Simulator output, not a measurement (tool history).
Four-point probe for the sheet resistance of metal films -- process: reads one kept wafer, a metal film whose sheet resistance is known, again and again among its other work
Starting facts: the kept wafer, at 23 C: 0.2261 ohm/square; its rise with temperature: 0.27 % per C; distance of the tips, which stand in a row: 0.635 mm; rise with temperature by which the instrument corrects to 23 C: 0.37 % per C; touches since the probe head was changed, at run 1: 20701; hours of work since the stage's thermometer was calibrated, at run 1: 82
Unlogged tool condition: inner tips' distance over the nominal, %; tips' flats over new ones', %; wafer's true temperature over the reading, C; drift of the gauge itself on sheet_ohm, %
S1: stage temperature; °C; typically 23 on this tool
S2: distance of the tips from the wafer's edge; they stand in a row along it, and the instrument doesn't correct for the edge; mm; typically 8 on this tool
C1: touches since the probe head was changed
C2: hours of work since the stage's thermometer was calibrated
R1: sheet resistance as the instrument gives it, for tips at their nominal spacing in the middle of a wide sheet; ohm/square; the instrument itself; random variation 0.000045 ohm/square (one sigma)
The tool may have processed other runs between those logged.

Run 1, hour 0.0: usual settings; C1 20701; C2 82. Result: R1 0.226701 ohm/square.
Run 2, hour 14.6: usual settings but S2 10 mm; C1 21209; C2 93. Result: R1 0.226443 ohm/square.
Run 3, hour 43.0: usual settings but S1 33 °C; C1 22192; C2 112. Result: R1 0.224524 ohm/square.
Run 4, hour 60.6: usual settings but S1 33 °C; C1 22803; C2 124. Result: R1 0.224547 ohm/square.
Run 5, hour 91.0: usual settings; C1 23856; C2 145. Result: R1 0.226722 ohm/square.
Run 6, hour 105.8: usual settings; C1 24370; C2 155. Result: R1 0.226690 ohm/square.
Run 7, hour 121.4: usual settings; C1 24911; C2 166. Result: R1 0.226673 ohm/square.
Run 8, hour 145.7: usual settings; C1 25755; C2 183. Result: R1 0.226599 ohm/square.
Run 9, hour 159.6: usual settings but S1 20 °C; C1 26236; C2 192. Result: R1 0.227256 ohm/square.
Run 10, hour 186.1: usual settings but S1 20 °C, S2 47 mm; C1 27154; C2 211. Result: R1 0.226525 ohm/square.
Run 11, hour 219.6: usual settings but S1 28 °C; C1 28315; C2 234. Result: R1 0.225554 ohm/square.
Run 12, hour 236.1: usual settings but S1 21 °C, S2 10 mm; C1 28888; C2 245. Result: R1 0.226723 ohm/square.
Run 13, hour 257.7: usual settings but S1 27 °C, S2 35 mm; C1 29637; C2 260. Result: R1 0.224968 ohm/square.
Run 14, hour 282.3: usual settings but S1 32 °C; C1 30491; C2 277. Result: R1 0.224695 ohm/square.
Run 15, hour 309.3: usual settings but S1 32 °C, S2 10 mm; C1 31428; C2 296. Result: R1 0.224339 ohm/square.
Run 16, hour 342.2: usual settings but S1 32 °C, S2 66 mm; C1 32568; C2 318. Result: R1 0.223823 ohm/square.
Run 17, hour 373.7: usual settings but S1 30 °C, S2 36 mm; C1 33661; C2 340. Result: R1 0.224252 ohm/square.
Run 18, hour 392.9: usual settings but S1 30 °C, S2 36 mm; C1 34327; C2 353. Result: R1 0.224221 ohm/square.
Run 19, hour 421.1: usual settings but S1 30 °C, S2 36 mm; C1 35304; C2 373. Result: R1 0.224239 ohm/square.
Run 20, hour 441.0: usual settings but S1 30 °C, S2 36 mm; C1 35993; C2 386. Result: R1 0.224168 ohm/square.
Run 21, hour 457.5: usual settings but S2 19 mm; C1 36567; C2 398. Result: R1 0.225842 ohm/square.
Run 22, hour 474.5: usual settings but S1 30 °C; C1 37155; C2 410. Result: R1 0.224914 ohm/square.

Had the tool no unlogged condition, and each run kept its random variation, what would the results have been?
run        R1
  1  0.226857
  2  0.226608
  3  0.224705
  4  0.224738
  5  0.226930
  6  0.226906
  7  0.226898
  8  0.226837
  9  0.227502
 10  0.226787
 11  0.225834
 12  0.227012
 13  0.225267
 14  0.225007
 15  0.224666
 16  0.224165
 17  0.224613
 18  0.224592
 19  0.224624
 20  0.224564
 21  0.226247
 22  0.225329

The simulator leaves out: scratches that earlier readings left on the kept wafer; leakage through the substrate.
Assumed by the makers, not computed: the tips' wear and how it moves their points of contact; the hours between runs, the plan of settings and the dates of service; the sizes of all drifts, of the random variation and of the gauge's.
